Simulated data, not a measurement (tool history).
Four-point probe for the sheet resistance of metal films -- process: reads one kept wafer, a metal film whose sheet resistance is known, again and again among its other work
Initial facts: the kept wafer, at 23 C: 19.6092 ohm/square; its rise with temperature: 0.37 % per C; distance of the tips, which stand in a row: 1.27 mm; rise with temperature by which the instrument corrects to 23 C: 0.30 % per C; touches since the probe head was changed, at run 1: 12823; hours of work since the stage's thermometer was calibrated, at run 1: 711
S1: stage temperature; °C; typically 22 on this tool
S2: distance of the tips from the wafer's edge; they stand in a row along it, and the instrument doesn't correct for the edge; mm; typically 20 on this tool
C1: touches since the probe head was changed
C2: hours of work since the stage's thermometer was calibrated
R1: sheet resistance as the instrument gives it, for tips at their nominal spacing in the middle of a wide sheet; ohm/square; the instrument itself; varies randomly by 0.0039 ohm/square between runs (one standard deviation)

run 1 day=0.000 | S1=22 S2=20 | C1=12823 C2=711 | R1=19.640519
run 2 day=0.875 | S1=22 S2=37 | C1=13510 C2=727 | R1=19.610255
run 3 day=2.050 | S1=22 S2=37 | C1=14432 C2=748 | R1=19.613108
run 4 day=3.292 | S1=22 S2=20 | C1=15405 C2=770 | R1=19.637725
run 5 day=4.321 | S1=30 S2=20 | C1=16213 C2=789 | R1=19.732859
run 6 day=5.804 | S1=30 S2=20 | C1=17374 C2=816 | R1=19.742575
run 7 day=7.458 | S1=30 S2=20 | C1=18673 C2=845 | R1=19.726860
run 8 day=8.900 | S1=20 S2=20 | C1=19804 C2=871 | R1=19.613307
run 9 day=9.650 | S1=22 S2=20 | C1=20392 C2=885 | R1=19.643503
run 10 day=11.271 | S1=22 S2=20 | C1=21661 C2=914 | R1=19.635947
run 11 day=12.317 | S1=24 S2=22 | C1=22480 C2=933 | R1=19.655551
run 12 day=13.192 | S1=22 S2=22 | C1=23167 C2=948 | R1=19.638723
run 13 day=14.071 | S1=22 S2=22 | C1=23858 C2=964 | R1=19.633026
run 14 day=14.921 | S1=22 S2=22 | C1=24523 C2=980 | R1=19.635963
run 15 day=15.804 | S1=33 S2=59 | C1=25215 C2=995 | R1=19.728476
run 16 day=16.746 | S1=32 S2=56 | C1=25953 C2=1012 | R1=19.714541
run 17 day=18.346 | S1=32 S2=56 | C1=27208 C2=1041 | R1=19.720183
run 18 day=19.671 | S1=22 S2=4 | C1=28248 C2=1065 | R1=20.598756

Expected results for the next run?
run 19 day=20.638 | S1=22 S2=4 | C1=29006 C2=1082 | R1=?

{"run 19": {"R1": 20.60452}}
With the hidden condition absent and the run-to-run variation left alone, this run would have shown R1 20.605147 ohm/square.
